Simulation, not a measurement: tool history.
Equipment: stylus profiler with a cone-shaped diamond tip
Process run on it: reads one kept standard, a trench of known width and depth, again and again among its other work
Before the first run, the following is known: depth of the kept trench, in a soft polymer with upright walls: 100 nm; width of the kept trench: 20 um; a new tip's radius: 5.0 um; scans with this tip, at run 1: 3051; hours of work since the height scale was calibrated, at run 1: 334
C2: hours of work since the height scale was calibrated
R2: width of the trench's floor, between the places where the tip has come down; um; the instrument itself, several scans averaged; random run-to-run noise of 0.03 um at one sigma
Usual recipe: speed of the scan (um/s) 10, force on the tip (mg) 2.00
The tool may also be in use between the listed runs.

{"run": 1, "hour": 0.0, "speed of the scan (um/s)": 10, "force on the tip (mg)": 2.0, "scans with this tip": 3051, "C2": 334, "depth of the trench (nm)": 100.925, "R2": 17.84}
{"run": 2, "hour": 22.1, "speed of the scan (um/s)": 10, "force on the tip (mg)": 2.0, "scans with this tip": 3170, "C2": 347, "depth of the trench (nm)": 100.931, "R2": 17.82}
{"run": 3, "hour": 55.5, "speed of the scan (um/s)": 10, "force on the tip (mg)": 2.0, "scans with this tip": 3351, "C2": 367, "depth of the trench (nm)": 100.912, "R2": 17.73}
{"run": 4, "hour": 82.3, "speed of the scan (um/s)": 5, "force on the tip (mg)": 2.0, "scans with this tip": 3496, "C2": 383, "depth of the trench (nm)": 100.915, "R2": 17.85}
{"run": 5, "hour": 107.0, "speed of the scan (um/s)": 5, "force on the tip (mg)": 1.4, "scans with this tip": 3630, "C2": 397, "depth of the trench (nm)": 100.692, "R2": 17.79}
{"run": 6, "hour": 133.4, "speed of the scan (um/s)": 5, "force on the tip (mg)": 1.4, "scans with this tip": 3772, "C2": 413, "depth of the trench (nm)": 100.7, "R2": 17.68}
{"run": 7, "hour": 159.8, "speed of the scan (um/s)": 5, "force on the tip (mg)": 4.69, "scans with this tip": 3915, "C2": 429, "depth of the trench (nm)": 101.7, "R2": 17.79}
{"run": 8, "hour": 184.2, "speed of the scan (um/s)": 5, "force on the tip (mg)": 4.69, "scans with this tip": 4047, "C2": 443, "depth of the trench (nm)": 101.698, "R2": 17.8}
{"run": 9, "hour": 213.7, "speed of the scan (um/s)": 5, "force on the tip (mg)": 4.69, "scans with this tip": 4207, "C2": 460, "depth of the trench (nm)": 101.688, "R2": 17.75}
{"run": 10, "hour": 232.0, "speed of the scan (um/s)": 5, "force on the tip (mg)": 0.96, "scans with this tip": 4306, "C2": 471, "depth of the trench (nm)": 100.502, "R2": 17.7}
{"run": 11, "hour": 264.2, "speed of the scan (um/s)": 5, "force on the tip (mg)": 0.96, "scans with this tip": 4480, "C2": 490, "depth of the trench (nm)": 100.505, "R2": 17.78}

What if the next run were any one of these 5? Each begins from the tool's condition after run 11:
{"run": "A", "hour": 292.0, "speed of the scan (um/s)": 22, "force on the tip (mg)": 0.82, "scans with this tip": 4630, "C2": 507, "depth of the trench (nm)": "?", "R2": "?"}
{"run": "B", "hour": 292.0, "speed of the scan (um/s)": 32, "force on the tip (mg)": 5.85, "scans with this tip": 4630, "C2": 507, "depth of the trench (nm)": "?", "R2": "?"}
{"run": "C", "hour": 292.0, "speed of the scan (um/s)": 31, "force on the tip (mg)": 5.31, "scans with this tip": 4630, "C2": 507, "depth of the trench (nm)": "?", "R2": "?"}
{"run": "D", "hour": 292.0, "speed of the scan (um/s)": 9, "force on the tip (mg)": 0.73, "scans with this tip": 4630, "C2": 507, "depth of the trench (nm)": "?", "R2": "?"}
{"run": "E", "hour": 292.0, "speed of the scan (um/s)": 3, "force on the tip (mg)": 1.77, "scans with this tip": 4630, "C2": 507, "depth of the trench (nm)": "?", "R2": "?"}

run=A depth_of_the_trench_(nm)=100.461 R2=17.56
run=B depth_of_the_trench_(nm)=101.966 R2=17.65
run=C depth_of_the_trench_(nm)=101.828 R2=17.63
run=D depth_of_the_trench_(nm)=100.406 R2=17.70
run=E depth_of_the_trench_(nm)=100.822 R2=17.77
With the hidden condition removed and each run's random variation left untouched, the same runs would have given:
run=A depth_of_the_trench_(nm)=100.576 R2=17.77
run=B depth_of_the_trench_(nm)=102.083 R2=17.87
run=C depth_of_the_trench_(nm)=101.945 R2=17.84
run=D depth_of_the_trench_(nm)=100.521 R2=17.92
run=E depth_of_the_trench_(nm)=100.937 R2=17.98
